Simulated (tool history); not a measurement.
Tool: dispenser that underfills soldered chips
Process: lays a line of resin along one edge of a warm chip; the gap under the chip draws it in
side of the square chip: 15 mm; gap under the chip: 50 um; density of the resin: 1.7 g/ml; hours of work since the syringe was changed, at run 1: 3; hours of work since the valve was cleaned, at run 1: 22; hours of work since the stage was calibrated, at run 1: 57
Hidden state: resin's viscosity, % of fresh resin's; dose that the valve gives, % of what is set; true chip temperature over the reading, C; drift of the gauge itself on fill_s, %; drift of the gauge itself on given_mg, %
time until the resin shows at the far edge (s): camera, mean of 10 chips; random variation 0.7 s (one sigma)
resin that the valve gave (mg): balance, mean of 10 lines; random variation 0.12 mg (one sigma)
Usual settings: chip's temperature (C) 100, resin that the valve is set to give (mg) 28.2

run   hour  chip's temperature (C)  resin that the valve is set to give (mg)  hours of work since the syringe was changed  hours of work since the valve was cleaned  hours of work since the stage was calibrated  time until the resin shows at the far edge (s)  resin that the valve gave (mg)
  1    0.0                     100                                      28.2                                            3                                         22                                            57                                            83.9                           27.68
       5.5  -- new syringe of resin
  2    6.6                     100                                      24.7                                            1                                         26                                            61                                            70.1                           24.34
  3   12.4                     100                                      32.2                                            4                                         29                                            64                                            90.3                           31.60
  4   15.6                     114                                      32.2                                            6                                         31                                            66                                            73.7                           31.76
      16.2  -- new syringe of resin
  5   18.8                     106                                      28.2                                            2                                         33                                            68                                            63.6                           27.41
  6   22.0                     106                                      28.2                                            4                                         35                                            70                                            76.2                           27.66
  7   25.1                     100                                      32.9                                            5                                         37                                            72                                           101.3                           32.33
      27.1  -- new syringe of resin
  8   29.2                     100                                      32.9                                            1                                         39                                            74                                            72.2                           32.10
  9   35.1                     100                                      32.9                                            5                                         43                                            78                                            94.9                           32.00
      37.7  -- new syringe of resin
 10   41.4                     100                                      32.9                                            2                                         47                                            82                                            74.6                           31.86
 11   46.3                     100                                      32.9                                            5                                         50                                            85                                            97.0                           32.08
      48.5  -- new syringe of resin
 12   52.9                     100                                      32.9                                            3                                         54                                            88                                            79.9                           31.76
 13   57.7                     108                                      32.1                                            6                                         56                                            91                                            83.4                           30.94
      59.4  -- new syringe of resin
 14   63.6                     108                                      29.6                                            3                                         60                                            95                                            64.9                           28.59
 15   68.0                      97                                      32.5                                            5                                         63                                            97                                           107.8                           30.98
      70.2  -- new syringe of resin
 16   72.9                     103                                      30.7                                            2                                         65                                           100                                            66.5                           29.56
 17   77.9                     106                                      27.8                                            5                                         68                                           103                                            81.7                           26.62
      80.9  -- new syringe of resin
 18   82.9                     109                                      24.7                                            1                                         71                                           106                                            58.5                           23.78
 19   87.5                     110                                      27.3                                            4                                         74                                           109                                            71.4                           25.95
 20   90.7                     110                                      27.3                                            6                                         76                                           111                                            81.7                           26.00
      91.5  -- new syringe of resin
 21   96.9                      93                                      30.9                                            3                                         80                                           115                                            97.8                           29.30
 22  100.8                      93                                      30.9                                            6                                         82                                           117                                           121.1                           29.16

Hidden state at the last listed run before each entry between runs and at the first one after, where it differs:
Between runs 1 and 2: new syringe of resin (hour 5.5)
  resin's viscosity, % of fresh resin's: 132.7 -> 106.8; dose that the valve gives, % of what is set: 98.61 -> 98.4; true chip temperature over the reading, C: -0.17 -> -0.15
  measured less the result without the state, time until the resin shows at the far edge (s): +21.2 -> +5.1; resin that the valve gave (mg): -0.40 -> -0.40
Between runs 4 and 5: new syringe of resin (hour 16.2)
  resin's viscosity, % of fresh resin's: 171.8 -> 116.4; dose that the valve gives, % of what is set: 98.08 -> 97.97; true chip temperature over the reading, C: -0.13 -> -0.12
  measured less the result without the state, time until the resin shows at the far edge (s): +31.1 -> +9.3; resin that the valve gave (mg): -0.62 -> -0.57
Between runs 7 and 8: new syringe of resin (hour 27.1)
  resin's viscosity, % of fresh resin's: 161.9 -> 113; dose that the valve gives, % of what is set: 97.75 -> 97.59; true chip temperature over the reading, C: -0.1 -> -0.09
  measured less the result without the state, time until the resin shows at the far edge (s): +38.9 -> +8.6; resin that the valve gave (mg): -0.74 -> -0.79
Between runs 9 and 10: new syringe of resin (hour 37.7)
  resin's viscosity, % of fresh resin's: 154.1 -> 120; dose that the valve gives, % of what is set: 97.36 -> 97.12; true chip temperature over the reading, C: -0.08 -> -0.06
  measured less the result without the state, time until the resin shows at the far edge (s): +33.7 -> +12.7; resin that the valve gave (mg): -0.87 -> -0.94
Between runs 11 and 12: new syringe of resin (hour 48.5)
  resin's viscosity, % of fresh resin's: 155.9 -> 128.8; dose that the valve gives, % of what is set: 96.93 -> 96.68; true chip temperature over the reading, C: -0.05 -> -0.03
  measured less the result without the state, time until the resin shows at the far edge (s): +35.1 -> +18.0; resin that the valve gave (mg): -1.02 -> -1.09
Between runs 13 and 14: new syringe of resin (hour 59.4)
  resin's viscosity, % of fresh resin's: 166.3 -> 125.7; dose that the valve gives, % of what is set: 96.51 -> 96.33; true chip temperature over the reading, C: -0.02 -> 0
  measured less the result without the state, time until the resin shows at the far edge (s): +33.6 -> +13.4; resin that the valve gave (mg): -1.12 -> -1.09
Between runs 15 and 16: new syringe of resin (hour 70.2)
  resin's viscosity, % of fresh resin's: 158.1 -> 114.6; dose that the valve gives, % of what is set: 96.16 -> 95.99; true chip temperature over the reading, C: 0.01 -> 0.02
  measured less the result without the state, time until the resin shows at the far edge (s): +39.7 -> +8.7; resin that the valve gave (mg): -1.25 -> -1.23
Between runs 17 and 18: new syringe of resin (hour 80.9)
  resin's viscosity, % of fresh resin's: 149.4 -> 111.2; dose that the valve gives, % of what is set: 95.83 -> 95.65; true chip temperature over the reading, C: 0.03 -> 0.05
  measured less the result without the state, time until the resin shows at the far edge (s): +27.4 -> +6.7; resin that the valve gave (mg): -1.16 -> -1.08
Between runs 20 and 21: new syringe of resin (hour 91.5)
  resin's viscosity, % of fresh resin's: 167.9 -> 131.7; dose that the valve gives, % of what is set: 95.37 -> 95.16; true chip temperature over the reading, C: 0.07 -> 0.08
  measured less the result without the state, time until the resin shows at the far edge (s): +33.6 -> +23.8; resin that the valve gave (mg): -1.27 -> -1.49
